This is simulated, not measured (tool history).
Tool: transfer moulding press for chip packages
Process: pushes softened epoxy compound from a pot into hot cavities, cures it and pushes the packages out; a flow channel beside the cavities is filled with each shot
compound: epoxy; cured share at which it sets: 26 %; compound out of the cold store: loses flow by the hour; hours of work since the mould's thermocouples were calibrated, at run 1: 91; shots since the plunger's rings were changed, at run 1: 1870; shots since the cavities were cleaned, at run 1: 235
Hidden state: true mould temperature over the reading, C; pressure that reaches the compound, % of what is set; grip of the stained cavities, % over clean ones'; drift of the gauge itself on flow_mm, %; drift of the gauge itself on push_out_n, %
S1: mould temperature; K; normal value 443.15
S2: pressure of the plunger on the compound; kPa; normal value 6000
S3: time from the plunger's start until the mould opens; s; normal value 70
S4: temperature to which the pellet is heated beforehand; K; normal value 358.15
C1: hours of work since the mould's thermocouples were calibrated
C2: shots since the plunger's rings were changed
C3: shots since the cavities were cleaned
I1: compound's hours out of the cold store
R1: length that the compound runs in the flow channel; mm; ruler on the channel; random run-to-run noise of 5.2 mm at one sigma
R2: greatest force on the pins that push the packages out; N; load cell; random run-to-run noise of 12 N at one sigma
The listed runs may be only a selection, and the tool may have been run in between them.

run,day,S1,S2,S3,S4,C1,C2,C3,I1,R1,R2
1,0.000,443.15,6000,70,358.15,91,1870,235,34.6,620,657
2,1.175,443.15,6000,70,358.15,106,2265,630,43.5,603,765
# day 2.238: cavities cleaned with cleaning compound and waxed
3,3.438,443.15,6000,70,358.15,135,3004,403,45.7,586,763
# day 5.204: cavities cleaned with cleaning compound and waxed
4,5.292,443.15,6000,70,358.15,158,3606,30,35.5,604,590
# day 7.433: plunger's sealing rings changed
5,7.871,443.15,6000,106,358.15,191,147,862,26.0,667,643
# day 8.279: cavities cleaned with cleaning compound and waxed
6,10.588,443.15,6000,106,358.15,225,1040,777,10.5,689,620
# day 11.150: cavities cleaned with cleaning compound and waxed
7,12.312,443.15,6000,106,358.15,247,1599,391,39.0,614,568
# day 14.088: cavities cleaned with cleaning compound and waxed
8,14.717,443.15,6000,106,358.15,278,2386,211,33.8,616,526
# day 17.046: cavities cleaned with cleaning compound and waxed
9,17.250,443.15,6000,70,358.15,310,3216,68,12.1,652,610
10,18.988,443.15,6000,101,358.15,333,3801,653,34.6,590,628
# day 20.088: cavities cleaned with cleaning compound and waxed
# day 20.608: plunger's sealing rings changed
11,21.808,443.15,6000,101,358.15,367,403,544,47.7,609,614
# day 23.242: cavities cleaned with cleaning compound and waxed
12,23.433,443.15,6000,70,358.15,388,928,65,43.7,619,599
13,25.471,443.15,6000,70,358.15,415,1613,750,40.3,611,814
# day 26.125: cavities cleaned with cleaning compound and waxed
14,26.904,443.15,6000,70,358.15,432,2074,262,9.1,689,717
# day 29.092: cavities cleaned with cleaning compound and waxed
15,29.471,443.15,6000,70,358.15,465,2915,126,45.8,581,631
16,31.654,443.15,6000,70,358.15,494,3650,861,42.9,581,816
# day 31.954: cavities cleaned with cleaning compound and waxed
# day 32.504: mould's thermocouples calibrated
# day 33.921: plunger's sealing rings changed
17,33.971,439.15,6000,95,367.15,18,17,615,35.8,643,654
# day 35.008: cavities cleaned with cleaning compound and waxed
18,36.596,439.15,6000,95,367.15,51,878,534,38.4,632,647
# day 37.912: cavities cleaned with cleaning compound and waxed
19,38.442,439.15,6000,95,367.15,75,1478,179,41.9,613,555

Forecast run 20:
# day 40.812: cavities cleaned with cleaning compound and waxed
20,40.812,439.15,6000,95,367.15,105,2253,0,26.2,?,?

For run 20 the tool returned R1 635 mm, R2 462 N.
With the hidden condition absent and the run-to-run variation left alone, this run would have shown R1 669 mm, R2 464 N.

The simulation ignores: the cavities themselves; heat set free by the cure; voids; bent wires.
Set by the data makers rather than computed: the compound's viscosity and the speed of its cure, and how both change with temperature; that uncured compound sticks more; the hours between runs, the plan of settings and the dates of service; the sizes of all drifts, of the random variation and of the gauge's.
